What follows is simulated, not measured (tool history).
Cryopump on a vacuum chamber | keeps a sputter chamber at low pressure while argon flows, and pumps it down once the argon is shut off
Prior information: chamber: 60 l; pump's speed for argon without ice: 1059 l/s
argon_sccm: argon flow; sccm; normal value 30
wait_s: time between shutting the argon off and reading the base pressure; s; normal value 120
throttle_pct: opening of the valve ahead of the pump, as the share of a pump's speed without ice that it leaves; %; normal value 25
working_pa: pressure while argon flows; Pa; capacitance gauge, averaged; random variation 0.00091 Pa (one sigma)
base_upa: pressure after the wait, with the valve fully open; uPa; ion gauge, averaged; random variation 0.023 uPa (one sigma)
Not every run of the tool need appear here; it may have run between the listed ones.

run,day,argon_sccm,wait_s,throttle_pct,working_pa,base_upa
1,0,30,120,25,0.1946,1
2,1.133,30,120,25,0.1962,1.03
3,2.212,30,120,25,0.1963,1.06
4,3.079,30,120,25,0.1971,1.07
5,4.417,30,120,25,0.1989,1.15
6,5.304,30,120,25,0.1982,1.12
7,6.212,30,120,25,0.198,1.16
8,7.488,30,120,25,0.1978,1.17
9,8.454,30,120,25,0.1967,1.2
10,9.671,30,120,25,0.1999,1.22
11,10.625,30,120,25,0.199,1.32
12,11.629,30,120,25,0.1975,1.26
13,12.529,30,120,25,0.1999,1.37
14,13.888,30,120,16,0.3059,1.41
15,14.812,30,112,25,0.2,1.42
16,16.142,30,112,25,0.2002,1.46
17,16.942,30,112,25,0.1991,1.45
18,17.904,30,120,25,0.2003,1.52
19,18.592,31,33,25,0.2077,2.75
20,19.975,14,33,28,0.0846,2.72
21,21.338,54,31,28,0.3289,2.88
22,22.167,16,110,25,0.1073,1.59
23,23.167,16,110,25,0.1088,1.6
24,24.354,18,120,38,0.083,1.65
25,25.133,18,120,38,0.0824,1.68
26,26.092,30,120,28,0.183,1.7
27,27.471,36,40,28,0.2215,2.6
28,28.592,29,40,20,0.2454,2.68
29,29.25,57,251,25,0.3887,1.55
30,30.592,57,251,25,0.392,1.61
31,31.571,14,25,26,0.0937,3.68
32,32.642,26,173,57,0.0863,1.77
33,33.554,22,48,36,0.1073,2.69
34,34.712,22,48,36,0.1089,2.7
35,36.179,50,120,25,0.3203,1.66

The log once held 1 entry between its listed runs, left out of this copy. Where does each go, and what is different about the tool's unlogged condition between the listed run before it and the listed run after it?
Run 34 -> run 35: pump warmed up, emptied and cooled again (day 35.492)
  pump's speed, % of a pump's without ice: 75.6 -> 99.6; cold plate's temperature, K: 12.32 -> 12.33; leak into the chamber, uPa l/s: 1198 -> 1221
  what was measured, less what the result would be without the hidden state, working_pa: +0.0116 -> +0.0008 Pa; base_upa: +1.24 -> +0.9 uPa
